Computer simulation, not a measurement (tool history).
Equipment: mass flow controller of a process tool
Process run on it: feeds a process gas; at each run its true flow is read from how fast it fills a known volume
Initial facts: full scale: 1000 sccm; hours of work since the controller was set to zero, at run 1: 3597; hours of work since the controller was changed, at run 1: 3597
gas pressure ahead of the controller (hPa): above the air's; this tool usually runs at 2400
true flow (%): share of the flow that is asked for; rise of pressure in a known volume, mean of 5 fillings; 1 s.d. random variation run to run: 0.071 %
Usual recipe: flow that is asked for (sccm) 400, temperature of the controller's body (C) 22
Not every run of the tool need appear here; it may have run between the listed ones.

run,hour,flow that is asked for (sccm),gas pressure ahead of the controller (hPa),temperature of the controller's body (C),hours of work since the controller was set to zero,hours of work since the controller was changed,true flow (%)
1,0.0,400,2400,22,3597,3597,99.65
2,258.3,400,2400,22,3707,3707,99.62
3,564.1,400,1770,22,3836,3836,99.87
4,795.7,400,1770,22,3935,3935,99.95
5,1071.2,400,2400,23,4052,4052,99.47
6,1295.2,400,2400,23,4147,4147,99.39
7,1446.9,400,2400,31,4212,4212,98.54
8,1587.2,400,2230,24,4271,4271,99.54
9,1781.2,105,2230,30,4354,4354,98.51
10,2064.2,105,2230,30,4474,4474,98.49
11,2199.4,192,2230,30,4531,4531,98.50
12,2410.3,685,2630,35,4621,4621,98.33
13,2623.6,400,2400,35,4712,4712,98.17

Alternative continuations, all from the tool just after run 13; predict every row:
A,2937.2,357,2400,26,4845,4845,?
B,2937.2,562,2400,36,4845,4845,?
C,2937.2,400,1900,35,4845,4845,?
D,2937.2,400,1490,25,4845,4845,?

run,true flow (%)
A,98.99
B,98.19
C,98.28
D,99.70
Without the tool's hidden state the same runs would have given:
run,true flow (%)
A,98.98
B,98.17
C,98.27
D,99.69
